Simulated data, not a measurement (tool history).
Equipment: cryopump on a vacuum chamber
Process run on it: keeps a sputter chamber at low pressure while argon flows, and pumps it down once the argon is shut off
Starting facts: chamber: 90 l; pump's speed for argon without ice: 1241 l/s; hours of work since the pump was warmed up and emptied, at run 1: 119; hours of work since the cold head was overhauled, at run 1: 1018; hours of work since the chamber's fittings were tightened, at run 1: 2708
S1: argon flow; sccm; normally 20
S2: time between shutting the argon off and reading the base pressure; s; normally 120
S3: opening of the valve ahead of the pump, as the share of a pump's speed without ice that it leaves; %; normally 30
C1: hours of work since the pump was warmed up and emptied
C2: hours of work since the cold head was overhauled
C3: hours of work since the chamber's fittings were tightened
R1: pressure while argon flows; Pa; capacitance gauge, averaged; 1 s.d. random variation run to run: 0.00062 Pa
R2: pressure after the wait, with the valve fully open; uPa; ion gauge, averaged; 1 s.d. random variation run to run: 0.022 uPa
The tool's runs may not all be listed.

run 1 hour=0.0 | S1=20 S2=120 S3=30 | C1=119 C2=1018 C3=2708 | R1=0.0921 R2=2.55
run 2 hour=28.6 | S1=20 S2=120 S3=30 | C1=141 C2=1040 C3=2730 | R1=0.0923 R2=2.51
run 3 hour=54.7 | S1=20 S2=120 S3=30 | C1=162 C2=1061 C3=2750 | R1=0.0910 R2=2.59
run 4 hour=78.5 | S1=20 S2=120 S3=30 | C1=180 C2=1079 C3=2769 | R1=0.0926 R2=2.63
-- hour=88.7 leaking fittings of the chamber tightened, without venting
run 5 hour=101.4 | S1=20 S2=120 S3=30 | C1=196 C2=1095 C3=10 | R1=0.0929 R2=0.73
run 6 hour=122.2 | S1=20 S2=123 S3=30 | C1=212 C2=1111 C3=26 | R1=0.0940 R2=0.70
run 7 hour=159.4 | S1=20 S2=123 S3=30 | C1=241 C2=1140 C3=55 | R1=0.0919 R2=0.75
run 8 hour=178.2 | S1=20 S2=120 S3=30 | C1=256 C2=1155 C3=69 | R1=0.0936 R2=0.72
run 9 hour=206.1 | S1=20 S2=120 S3=30 | C1=277 C2=1176 C3=91 | R1=0.0941 R2=0.73
run 10 hour=226.1 | S1=20 S2=81 S3=30 | C1=293 C2=1192 C3=107 | R1=0.0941 R2=0.93
run 11 hour=242.3 | S1=20 S2=81 S3=30 | C1=306 C2=1204 C3=119 | R1=0.0939 R2=0.96
run 12 hour=268.9 | S1=20 S2=81 S3=30 | C1=326 C2=1225 C3=140 | R1=0.0957 R2=0.95
run 13 hour=289.5 | S1=20 S2=120 S3=30 | C1=342 C2=1241 C3=156 | R1=0.0946 R2=0.78
run 14 hour=315.1 | S1=17 S2=120 S3=30 | C1=362 C2=1261 C3=176 | R1=0.0806 R2=0.79
run 15 hour=342.1 | S1=17 S2=120 S3=30 | C1=383 C2=1282 C3=197 | R1=0.0814 R2=0.81
run 16 hour=374.3 | S1=17 S2=120 S3=30 | C1=408 C2=1307 C3=222 | R1=0.0807 R2=0.88
run 17 hour=390.3 | S1=17 S2=120 S3=30 | C1=420 C2=1319 C3=234 | R1=0.0810 R2=0.91
run 18 hour=419.6 | S1=17 S2=120 S3=30 | C1=443 C2=1342 C3=257 | R1=0.0815 R2=0.95
run 19 hour=442.0 | S1=20 S2=78 S3=30 | C1=460 C2=1359 C3=274 | R1=0.0968 R2=1.17
run 20 hour=464.6 | S1=20 S2=78 S3=30 | C1=478 C2=1377 C3=292 | R1=0.0964 R2=1.11
run 21 hour=490.0 | S1=16 S2=120 S3=30 | C1=498 C2=1397 C3=311 | R1=0.0773 R2=0.95
run 22 hour=525.4 | S1=16 S2=120 S3=30 | C1=525 C2=1424 C3=339 | R1=0.0780 R2=1.01
run 23 hour=549.4 | S1=16 S2=120 S3=30 | C1=544 C2=1443 C3=357 | R1=0.0786 R2=1.06
run 24 hour=575.3 | S1=11 S2=120 S3=28 | C1=564 C2=1463 C3=377 | R1=0.0567 R2=1.02
run 25 hour=608.1 | S1=11 S2=120 S3=28 | C1=589 C2=1488 C3=403 | R1=0.0581 R2=1.07
run 26 hour=638.6 | S1=28 S2=169 S3=28 | C1=613 C2=1512 C3=426 | R1=0.1471 R2=1.00
run 27 hour=670.0 | S1=19 S2=70 S3=30 | C1=637 C2=1536 C3=451 | R1=0.0946 R2=1.39
run 28 hour=690.7 | S1=20 S2=161 S3=30 | C1=653 C2=1552 C3=467 | R1=0.0997 R2=1.07
run 29 hour=724.8 | S1=20 S2=58 S3=23 | C1=680 C2=1579 C3=493 | R1=0.1276 R2=1.60
run 30 hour=751.1 | S1=32 S2=190 S3=33 | C1=700 C2=1599 C3=514 | R1=0.1474 R2=1.08
run 31 hour=777.2 | S1=14 S2=253 S3=42 | C1=720 C2=1619 C3=534 | R1=0.0519 R2=1.03
run 32 hour=813.0 | S1=14 S2=253 S3=42 | C1=748 C2=1647 C3=562 | R1=0.0528 R2=1.12
run 33 hour=833.1 | S1=20 S2=285 S3=30 | C1=764 C2=1663 C3=577 | R1=0.1033 R2=1.04

Each run again, without the hidden state but with its own random variation kept:
Unlogged tool condition in this case: pump's speed, % of a pump's without ice; cold plate's temperature, K; leak into the chamber, uPa l/s; drift of the gauge itself on working_pa, %; drift of the gauge itself on base_upa, %.
run=1 R1=0.0907 R2=0.61
run=2 R1=0.0907 R2=0.59
run=3 R1=0.0892 R2=0.61
run=4 R1=0.0906 R2=0.60
run=5 R1=0.0906 R2=0.67
run=6 R1=0.0915 R2=0.63
run=7 R1=0.0891 R2=0.65
run=8 R1=0.0907 R2=0.60
run=9 R1=0.0909 R2=0.60
run=10 R1=0.0907 R2=0.79
run=11 R1=0.0903 R2=0.80
run=12 R1=0.0918 R2=0.78
run=13 R1=0.0906 R2=0.59
run=14 R1=0.0769 R2=0.58
run=15 R1=0.0775 R2=0.58
run=16 R1=0.0765 R2=0.62
run=17 R1=0.0766 R2=0.64
run=18 R1=0.0769 R2=0.65
run=19 R1=0.0912 R2=0.85
run=20 R1=0.0905 R2=0.80
run=21 R1=0.0724 R2=0.60
run=22 R1=0.0728 R2=0.63
run=23 R1=0.0731 R2=0.66
run=24 R1=0.0528 R2=0.59
run=25 R1=0.0540 R2=0.61
run=26 R1=0.1360 R2=0.51
run=27 R1=0.0866 R2=0.88
run=28 R1=0.0910 R2=0.54
run=29 R1=0.1185 R2=1.03
run=30 R1=0.1323 R2=0.48
run=31 R1=0.0451 R2=0.40
run=32 R1=0.0456 R2=0.44
run=33 R1=0.0927 R2=0.37
